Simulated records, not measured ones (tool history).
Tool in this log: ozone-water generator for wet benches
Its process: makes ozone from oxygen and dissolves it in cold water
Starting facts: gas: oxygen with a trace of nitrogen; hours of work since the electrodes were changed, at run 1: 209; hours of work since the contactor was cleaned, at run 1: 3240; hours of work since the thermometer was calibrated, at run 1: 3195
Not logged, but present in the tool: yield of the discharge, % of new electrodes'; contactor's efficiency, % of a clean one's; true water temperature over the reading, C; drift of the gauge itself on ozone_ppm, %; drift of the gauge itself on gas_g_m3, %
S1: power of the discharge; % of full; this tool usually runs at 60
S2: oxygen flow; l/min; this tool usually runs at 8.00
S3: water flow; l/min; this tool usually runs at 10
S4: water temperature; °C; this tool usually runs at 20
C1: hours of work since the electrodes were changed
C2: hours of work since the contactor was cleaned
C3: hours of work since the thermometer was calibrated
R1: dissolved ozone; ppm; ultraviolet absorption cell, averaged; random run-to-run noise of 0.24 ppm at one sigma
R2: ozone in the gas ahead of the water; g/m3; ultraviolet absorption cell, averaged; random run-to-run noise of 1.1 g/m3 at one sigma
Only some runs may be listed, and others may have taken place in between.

run 1 day=0.000 | S1=60 S2=8.00 S3=10 S4=20 | C1=209 C2=3240 C3=3195 | R1=34.2 R2=202.9
run 2 day=0.746 | S1=60 S2=6.67 S3=10 S4=20 | C1=223 C2=3254 C3=3210 | R1=35.0 R2=217.1
run 3 day=1.717 | S1=60 S2=8.00 S3=13 S4=20 | C1=241 C2=3273 C3=3228 | R1=29.9 R2=202.7
run 4 day=3.258 | S1=60 S2=8.00 S3=13 S4=20 | C1=271 C2=3302 C3=3258 | R1=30.7 R2=203.2
run 5 day=4.450 | S1=60 S2=8.00 S3=10 S4=20 | C1=294 C2=3325 C3=3281 | R1=34.6 R2=202.5
-- day=4.550 water thermometer calibrated
run 6 day=6.033 | S1=60 S2=8.00 S3=9 S4=20 | C1=324 C2=3355 C3=28 | R1=35.9 R2=201.5
run 7 day=7.067 | S1=60 S2=8.00 S3=9 S4=20 | C1=344 C2=3375 C3=48 | R1=36.2 R2=203.3
run 8 day=8.758 | S1=60 S2=14.39 S3=9 S4=24 | C1=376 C2=3407 C3=81 | R1=29.1 R2=163.8
run 9 day=9.554 | S1=45 S2=14.39 S3=9 S4=13 | C1=391 C2=3423 C3=96 | R1=29.8 R2=124.9
-- day=10.417 water thermometer calibrated, once more
run 10 day=10.521 | S1=45 S2=14.39 S3=9 S4=13 | C1=409 C2=3441 C3=2 | R1=30.4 R2=126.4
run 11 day=11.350 | S1=45 S2=14.39 S3=9 S4=13 | C1=425 C2=3457 C3=18 | R1=30.5 R2=125.3
run 12 day=12.333 | S1=78 S2=14.39 S3=10 S4=13 | C1=444 C2=3475 C3=37 | R1=48.6 R2=208.9
run 13 day=14.038 | S1=78 S2=14.39 S3=10 S4=13 | C1=477 C2=3508 C3=69 | R1=48.3 R2=207.1

Measured result minus the same run's result without the hidden state. Both carry the same run-to-run variation, though not necessarily the same gauge scatter:
run=1 R1=-1.1
run=2 R1=-1.1
run=3 R1=-1.1
run=4 R1=-1.1
run=5 R1=-1.1
run=6 R1=-1.4
run=7 R1=-1.4
run=8 R1=-1.2
run=9 R1=-1.3
run=10 R1=-0.9
run=11 R1=-0.8
run=12 R1=-1.4
run=13 R1=-1.4
R2 without the hidden state stays within 0.9 g/m3 of what was measured, in all runs.
